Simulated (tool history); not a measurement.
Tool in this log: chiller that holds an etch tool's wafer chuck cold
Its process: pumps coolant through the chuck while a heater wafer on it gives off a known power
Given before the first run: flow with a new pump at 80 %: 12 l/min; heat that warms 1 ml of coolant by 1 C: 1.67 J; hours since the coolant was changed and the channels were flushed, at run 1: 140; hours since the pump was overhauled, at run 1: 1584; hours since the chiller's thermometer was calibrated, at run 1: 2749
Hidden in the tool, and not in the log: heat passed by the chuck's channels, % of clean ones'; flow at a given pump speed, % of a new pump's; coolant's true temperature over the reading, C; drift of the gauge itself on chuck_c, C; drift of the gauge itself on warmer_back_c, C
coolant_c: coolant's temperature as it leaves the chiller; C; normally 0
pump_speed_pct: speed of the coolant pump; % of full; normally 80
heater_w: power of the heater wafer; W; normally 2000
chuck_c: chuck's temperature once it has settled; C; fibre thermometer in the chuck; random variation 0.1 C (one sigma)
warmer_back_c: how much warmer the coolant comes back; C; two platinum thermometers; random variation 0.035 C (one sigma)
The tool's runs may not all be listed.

run,day,coolant_c,pump_speed_pct,heater_w,hours since the coolant was changed and the channels were flushed,hours since the pump was overhauled,hours since the chiller's thermometer was calibrated,chuck_c,warmer_back_c
1,0,0,80,2000,140,1584,2749,17.6,6.31
2,2.954,9,80,2000,211,1655,2820,26.7,6.31
3,5.967,9,80,2000,283,1727,2892,26.9,6.38
4,7.821,0,80,2000,328,1772,2937,17.8,6.36
5,9.767,0,80,2000,374,1819,2984,18.1,6.4
6,11.946,0,80,2000,427,1871,3036,18,6.4
7,14.988,0,80,2000,500,1944,3109,18,6.42
8,17.742,-4,80,2000,566,2010,3175,14.1,6.45
9,20.475,-4,80,2000,631,2076,3241,14.1,6.51
10,23.429,-4,80,2000,702,2147,3311,14.2,6.44
11,26.721,-4,80,2000,781,2226,3390,14.4,6.46
12,28.7,-7,80,2000,829,2273,3438,11.4,6.48
13,31.417,0,80,2000,894,2338,3503,18.6,6.45
14,34.083,0,80,2000,958,2402,3567,18.6,6.48
15,36.754,0,80,2000,1022,2466,3631,18.7,6.53
16,38.225,0,80,2000,1057,2502,3667,18.6,6.51
17,40.496,0,80,2000,1112,2556,3721,19,6.54
18,42.575,0,85,2000,1162,2606,3771,17.9,6.18
19,45.329,8,81,1384,1228,2672,3837,21.4,4.54
20,47.979,8,81,1384,1291,2736,3901,21.1,4.5
21,51.454,8,81,1384,1375,2819,3984,21.5,4.54
22,55.092,8,81,1384,1462,2906,4071,21.3,4.56
23,57.617,7,81,1384,1523,2967,4132,20.5,4.56
24,61.2,7,81,1384,1609,3053,4218,20.6,4.5
25,63.396,7,81,1384,1661,3106,4271,20.6,4.56
26,66.533,-9,92,1384,1737,3181,4346,3.5,4.02
27,69.462,5,80,2000,1807,3251,4416,24.7,6.74
28,71.154,6,88,1206,1848,3292,4457,17.4,3.68
29,73.579,-6,85,2170,1906,3350,4515,14.5,6.88

Run 30 is up next; what results do you expect?
# day 75.012: chiller's thermometer calibrated
30,76.479,-7,75,1647,1974,3419,35,?,?

Logged for run 30: chuck_c 9.3 C, warmer_back_c 5.92 C.
With no hidden state in the tool, this same run would have given chuck_c 7 C, warmer_back_c 5.24 C.
